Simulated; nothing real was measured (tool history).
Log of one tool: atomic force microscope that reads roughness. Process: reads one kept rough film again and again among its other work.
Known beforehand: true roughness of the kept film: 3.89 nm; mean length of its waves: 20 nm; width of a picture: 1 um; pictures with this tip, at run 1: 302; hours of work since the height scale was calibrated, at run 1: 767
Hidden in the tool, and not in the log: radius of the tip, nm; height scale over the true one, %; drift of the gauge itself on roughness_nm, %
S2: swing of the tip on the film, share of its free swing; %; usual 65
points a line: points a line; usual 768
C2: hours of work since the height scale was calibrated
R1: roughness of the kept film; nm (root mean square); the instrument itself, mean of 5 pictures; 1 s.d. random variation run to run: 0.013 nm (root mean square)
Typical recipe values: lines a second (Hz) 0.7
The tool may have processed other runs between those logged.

Run 1, hour 0: usual settings; pictures with this tip 302; C2 767. Result: R1 1.873 nm (root mean square).
Run 2, hour 30.9: usual settings; pictures with this tip 361; C2 789. Result: R1 1.722 nm (root mean square).
At hour 43.8: new tip fitted.
Run 3, hour 56.3: usual settings; pictures with this tip 24; C2 807. Result: R1 2.809 nm (root mean square).
Run 4, hour 75.2: usual settings but lines a second (Hz) 2.928; pictures with this tip 60; C2 821. Result: R1 2.505 nm (root mean square).
Run 5, hour 95.8: usual settings but lines a second (Hz) 2.928, S2 78 %; pictures with this tip 100; C2 836. Result: R1 2.205 nm (root mean square).
Run 6, hour 128.6: usual settings but lines a second (Hz) 2.176; pictures with this tip 163; C2 860. Result: R1 2.12 nm (root mean square).
At hour 131.3: height scale calibrated on a step standard.
Run 7, hour 148.5: usual settings but S2 84 %, points a line 331; pictures with this tip 199; C2 12. Result: R1 1.98 nm (root mean square).
Run 8, hour 169.1: usual settings but lines a second (Hz) 0.589, S2 89 %; pictures with this tip 239; C2 28. Result: R1 1.905 nm (root mean square).
At hour 197.4: height scale calibrated on a step standard, once more.
Run 9, hour 199.7: usual settings but lines a second (Hz) 0.844, S2 85 %; pictures with this tip 296; C2 2. Result: R1 1.765 nm (root mean square).
Run 10, hour 214: usual settings but lines a second (Hz) 0.922, S2 58 %, points a line 738; pictures with this tip 323; C2 12. Result: R1 1.738 nm (root mean square).
Run 11, hour 229.8: usual settings but lines a second (Hz) 3.7, S2 57 %, points a line 319; pictures with this tip 354; C2 24. Result: R1 1.599 nm (root mean square).
At hour 246: new tip fitted.
Run 12, hour 249: usual settings but lines a second (Hz) 2.456, S2 88 %, points a line 829; pictures with this tip 6; C2 37. Result: R1 2.61 nm (root mean square).

Here are 4 independent what-if runs from the current tool condition. What would each one return?
Run A, hour 281.7: usual settings but lines a second (Hz) 1.141, S2 88 %, points a line 312; pictures with this tip 68; C2 61. Result: R1 ?.
Run B, hour 281.7: usual settings but lines a second (Hz) 3.392, S2 70 %, points a line 829; pictures with this tip 68; C2 61. Result: R1 ?.
Run C, hour 281.7: usual settings but S2 77 %, points a line 280; pictures with this tip 68; C2 61. Result: R1 ?.
Run D, hour 281.7: usual settings but lines a second (Hz) 3.855, S2 70 %, points a line 963; pictures with this tip 68; C2 61. Result: R1 ?.

run     R1
  A  2.414
  B  2.442
  C  2.507
  D  2.419
With no hidden state in the tool, these same runs would have given:
run     R1
  A  2.804
  B  2.837
  C  2.913
  D  2.809
